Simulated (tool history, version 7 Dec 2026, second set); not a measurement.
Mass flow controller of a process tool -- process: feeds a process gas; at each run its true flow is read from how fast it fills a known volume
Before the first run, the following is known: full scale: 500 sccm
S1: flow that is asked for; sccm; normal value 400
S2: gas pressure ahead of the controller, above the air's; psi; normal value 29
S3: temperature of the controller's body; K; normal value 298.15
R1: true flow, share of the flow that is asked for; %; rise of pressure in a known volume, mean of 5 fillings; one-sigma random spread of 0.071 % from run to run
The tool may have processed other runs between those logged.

run     hour   S1    S2      S3      R1
  1        0  400    29  298.15   99.82
  2    456.1  400    29  298.15   99.86
  3    813.7  400    29  298.15   99.89
  4     1132  400    29  298.15   99.79
  5   1355.3  400    29  298.15   99.97
  6   1620.5  400    29  306.15   100.2
  7   1932.4  400    29  298.15   99.99
  8   2233.8  400    29  298.15   99.86
  9   2714.6  400    29  298.15  100.05
 10   3097.4  400    29  298.15  100.03
 11   3439.5  400    29  298.15  100.03
 12   3890.7  231    29  298.15   98.42
 13     4105  231    29  298.15   98.32
 14   4445.9   62    29  298.15   90.91
 15   4852.9   62    29  298.15   90.56
 16   5170.2   62    29  304.15   90.73
 17   5527.6  429    29  298.15   99.98
 18   5888.5   77    29  298.15   92.12
 19   6137.9   77    29  298.15   91.97
 20   6438.2   77    29  298.15   91.91
 21   6918.5   77    29  298.15   91.79
 22     7143   77    29  298.15   91.78
 23   7538.1   77    29  298.15   99.36
 24     7906   77    29  298.15   99.18
 25   8254.2  490  32.5  301.15  102.14
 26   8701.5  405  23.1  296.15  101.14
 27   8911.9  400  24.9  294.15   99.41
 28   9176.9  214    38  298.15   98.85
 29   9623.4  214    38  298.15   98.87
 30   9848.8  214    38  310.15   99.15
 31  10072.2  154  30.5  311.15   98.41
 32  10451.9  154  30.5  311.15   98.45
 33  10675.3  154  30.5  311.15   98.36
 34  10992.7   51    29  297.15   96.12
 35  11361.6   83  21.8  298.15   96.69
 36  11582.7   83  21.8  298.15   96.66
 37  11886.1   83  21.8  298.15   96.52
 38  12281.2  400  36.3  298.15    99.9
 39  12648.6  115  35.2  298.15   97.58
 40  13018.9  400  32.6  305.15  100.16
 41  13225.9  400  32.6  305.15  100.39
 42  13536.3   59  30.7  310.15   96.03
 43  14018.9  400    29  298.15   99.87
 44  14450.5   85  32.2  295.15   96.18
 45  14864.7  192  36.4  313.15   98.76
 46  15309.6  400    29  300.15   99.88

Missing from the log above: 3 entries noted between runs. For each, name the pair of listed runs it sits between and say how the tool's hidden condition differs from the listed run just before to the listed run just after:
In the gap between runs 13 and 14: controller's zero set anew (hour 4287.9)
  flow at rest that the sensor doesn't see, % of full scale: -0.718 -> -1.017; true flow over the shown one, %: 1.47 -> 1.51
  what was measured, less what the result would be without the hidden state, R1: -0.08 -> -6.7 %
In the gap between runs 22 and 23: controller's zero set anew, once more (hour 7405.4)
  flow at rest that the sensor doesn't see, % of full scale: -1.189 -> -0.02; true flow over the shown one, %: 1.87 -> 1.93
  what was measured, less what the result would be without the hidden state, R1: -5.85 -> +1.79 %
In the gap between runs 26 and 27: controller exchanged for a calibrated one (hour 8817.4)
  flow at rest that the sensor doesn't see, % of full scale: -0.099 -> -0.022; true flow over the shown one, %: 2.08 -> 0.21
  what was measured, less what the result would be without the hidden state, R1: +1.96 -> +0.18 %
